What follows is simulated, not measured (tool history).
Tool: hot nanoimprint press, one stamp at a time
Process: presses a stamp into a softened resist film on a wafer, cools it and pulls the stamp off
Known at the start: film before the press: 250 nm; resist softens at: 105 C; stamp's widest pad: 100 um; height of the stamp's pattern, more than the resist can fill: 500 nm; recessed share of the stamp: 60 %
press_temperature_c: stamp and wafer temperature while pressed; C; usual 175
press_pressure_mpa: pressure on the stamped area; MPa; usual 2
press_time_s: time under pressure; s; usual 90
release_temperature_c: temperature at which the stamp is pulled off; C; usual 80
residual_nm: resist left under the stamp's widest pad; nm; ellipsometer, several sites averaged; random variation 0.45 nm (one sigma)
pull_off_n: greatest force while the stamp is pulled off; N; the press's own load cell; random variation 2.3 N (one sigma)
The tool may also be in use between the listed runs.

Run 1, hour 0: usual settings. Result: residual_nm 139.9 nm, pull_off_n 130 N.
Run 2, hour 78.5: usual settings. Result: residual_nm 139.4 nm, pull_off_n 135 N.
Run 3, hour 156: usual settings. Result: residual_nm 139.8 nm, pull_off_n 137 N.
Run 4, hour 194.7: usual settings. Result: residual_nm 139.7 nm, pull_off_n 137 N.
At hour 242.3: stamp cleaned and given a new release coat.
Run 5, hour 242.3: usual settings. Result: residual_nm 138 nm, pull_off_n 105 N.
Run 6, hour 281.2: usual settings. Result: residual_nm 138.4 nm, pull_off_n 103 N.
Run 7, hour 324.7: usual settings. Result: residual_nm 139.3 nm, pull_off_n 106 N.
At hour 413.5: plate thermocouple calibrated.
Run 8, hour 413.5: usual settings. Result: residual_nm 137.3 nm, pull_off_n 111 N.
Run 9, hour 451.7: usual settings but press_time_s 56 s. Result: residual_nm 159.6 nm, pull_off_n 111 N.
Run 10, hour 500.8: usual settings. Result: residual_nm 137.6 nm, pull_off_n 114 N.
Run 11, hour 545: usual settings but press_time_s 92 s. Result: residual_nm 137.1 nm, pull_off_n 115 N.
Run 12, hour 586.2: usual settings but press_time_s 85 s. Result: residual_nm 140.2 nm, pull_off_n 119 N.
Run 13, hour 659.3: usual settings but press_time_s 85 s. Result: residual_nm 139.6 nm, pull_off_n 128 N.
Run 14, hour 741.3: usual settings but press_time_s 53 s. Result: residual_nm 159.9 nm, pull_off_n 124 N.
At hour 811.6: plate thermocouple calibrated, once more.
Run 15, hour 815: usual settings but press_time_s 53 s. Result: residual_nm 163.6 nm, pull_off_n 127 N.
Run 16, hour 858.9: usual settings but release_temperature_c 66 C. Result: residual_nm 139.7 nm, pull_off_n 164 N.
Run 17, hour 927.8: usual settings but press_temperature_c 187 C, press_pressure_mpa 2.85 MPa, press_time_s 51 s. Result: residual_nm 83.6 nm, pull_off_n 137 N.
Run 18, hour 1002.8: usual settings but press_temperature_c 164 C, press_pressure_mpa 1.61 MPa, press_time_s 57 s, release_temperature_c 72 C. Result: residual_nm 226.2 nm, pull_off_n 154 N.
At hour 1038.2: stamp cleaned and given a new release coat.
Run 19, hour 1072.1: usual settings but press_pressure_mpa 1.55 MPa. Result: residual_nm 153.1 nm, pull_off_n 109 N.
Run 20, hour 1110.7: usual settings but press_pressure_mpa 1.74 MPa, press_time_s 148 s. Result: residual_nm 124.6 nm, pull_off_n 108 N.
Run 21, hour 1170.1: usual settings but press_pressure_mpa 1.74 MPa, press_time_s 148 s. Result: residual_nm 124.1 nm, pull_off_n 113 N.
Run 22, hour 1228.3: usual settings but press_pressure_mpa 1.74 MPa, press_time_s 50 s. Result: residual_nm 170.8 nm, pull_off_n 109 N.
Run 23, hour 1295.8: usual settings but press_pressure_mpa 1.72 MPa, press_time_s 50 s, release_temperature_c 83 C. Result: residual_nm 171.6 nm, pull_off_n 108 N.
At hour 1359.7: plate thermocouple calibrated.
Run 24, hour 1374.6: usual settings but press_temperature_c 180 C, press_pressure_mpa 1.4 MPa. Result: residual_nm 133 nm, pull_off_n 119 N.
Run 25, hour 1412.8: usual settings but press_temperature_c 180 C, press_pressure_mpa 1.4 MPa. Result: residual_nm 133.2 nm, pull_off_n 121 N.
Run 26, hour 1472.4: usual settings but press_temperature_c 180 C, press_pressure_mpa 3.08 MPa. Result: residual_nm 92.2 nm, pull_off_n 125 N.
Run 27, hour 1550: usual settings but press_temperature_c 180 C, press_pressure_mpa 3.08 MPa. Result: residual_nm 92.6 nm, pull_off_n 125 N.

Forecast each of these 4 alternatives for the next run:
Run A, hour 1609.6: usual settings but press_pressure_mpa 1.54 MPa, press_time_s 116 s. Result: residual_nm ?, pull_off_n ?.
Run B, hour 1609.6: usual settings but press_temperature_c 171 C, press_pressure_mpa 3.08 MPa, press_time_s 89 s, release_temperature_c 70 C. Result: residual_nm ?, pull_off_n ?.
Run C, hour 1609.6: usual settings but press_temperature_c 183 C, press_time_s 47 s, release_temperature_c 65 C. Result: residual_nm ?, pull_off_n ?.
Run D, hour 1609.6: usual settings but press_pressure_mpa 1.72 MPa, press_time_s 63 s. Result: residual_nm ?, pull_off_n ?.

run  residual_nm  pull_off_n
  A          146         127
  B        143.2         153
  C        124.1         167
  D        165.8         130
Without the tool's hidden state the same runs would have given:
run  residual_nm  pull_off_n
  A        143.9         100
  B        139.6         122
  C        121.7         132
  D        163.5         104

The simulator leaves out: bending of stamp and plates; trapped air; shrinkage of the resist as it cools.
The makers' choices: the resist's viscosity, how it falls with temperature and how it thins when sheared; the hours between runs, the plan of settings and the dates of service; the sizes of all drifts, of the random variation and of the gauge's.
